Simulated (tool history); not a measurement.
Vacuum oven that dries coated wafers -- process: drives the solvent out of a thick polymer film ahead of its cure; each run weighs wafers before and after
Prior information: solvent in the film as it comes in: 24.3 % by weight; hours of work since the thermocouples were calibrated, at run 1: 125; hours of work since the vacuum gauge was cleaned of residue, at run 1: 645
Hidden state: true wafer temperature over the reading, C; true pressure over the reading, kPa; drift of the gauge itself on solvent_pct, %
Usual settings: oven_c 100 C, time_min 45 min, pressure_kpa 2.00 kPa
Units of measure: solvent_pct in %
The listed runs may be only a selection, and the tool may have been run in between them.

run	hour	oven_c	time_min	pressure_kpa	hours of work since the thermocouples were calibrated	hours of work since the vacuum gauge was cleaned of residue	solvent_pct
1	0.0	100	45	2.00	125	645	4.96
2	50.6	100	45	2.00	146	667	4.79
3	131.0	100	45	2.00	180	701	4.87
4	170.4	100	45	2.00	197	718	4.87
5	207.4	99	45	2.00	213	733	5.09
6	248.0	100	45	2.00	230	750	4.86
7	290.9	100	45	2.00	248	769	4.78
8	346.2	100	45	2.00	271	792	4.82
9	381.9	100	45	2.00	287	807	4.80
10	456.7	100	45	2.00	318	839	4.71
11	491.1	100	45	2.00	333	853	4.74
12	556.8	100	45	2.00	361	881	4.90
13	608.6	100	45	1.70	383	903	4.51
14	683.0	100	45	1.70	414	935	4.49
15	731.8	100	45	1.70	435	955	4.50
16	781.1	100	45	1.72	456	976	4.47
17	817.7	100	45	2.00	471	992	4.69
18	881.3	100	45	2.00	498	1019	4.65
19	942.5	100	45	2.00	524	1045	4.71
20	1005.5	100	27	2.00	551	1072	7.59
21	1073.1	100	27	2.00	579	1100	7.69
22	1136.3	102	29	4.14	606	1127	8.01
23	1210.6	86	53	2.03	638	1158	9.00
24	1281.4	108	45	7.05	668	1188	6.40
25	1315.6	108	45	7.05	682	1203	6.36
26	1365.8	108	45	7.05	704	1224	6.34
27	1409.5	108	29	3.38	722	1243	5.34
28	1487.6	108	29	3.38	755	1276	5.25
29	1564.8	109	28	5.23	788	1309	6.40
30	1625.8	109	28	5.23	814	1334	6.31
31	1663.3	94	35	6.38	830	1350	12.08
32	1703.1	94	35	6.38	847	1367	12.36
33	1780.5	94	35	6.38	879	1400	12.28
34	1818.7	94	35	6.38	896	1416	12.20
35	1866.1	103	59	2.45	916	1436	3.29
36	1932.1	103	59	2.45	944	1464	3.18
37	1991.3	91	40	7.36	969	1489	13.85
38	2054.4	109	40	3.51	995	1516	3.81
39	2111.6	109	40	3.51	1020	1540	3.81
40	2158.9	104	40	3.51	1040	1560	5.02
41	2228.5	93	40	3.51	1069	1590	8.98

Alternative continuations, all from the tool just after run 41; predict every row:
A	2299.7	93	40	1.65	1099	1620	?
B	2299.7	98	49	3.00	1099	1620	?
C	2299.7	101	40	3.51	1099	1620	?

run	solvent_pct
A	7.17
B	5.70
C	5.97
Without the tool's hidden state the same runs would have given:
run	solvent_pct
A	7.40
B	5.85
C	6.19
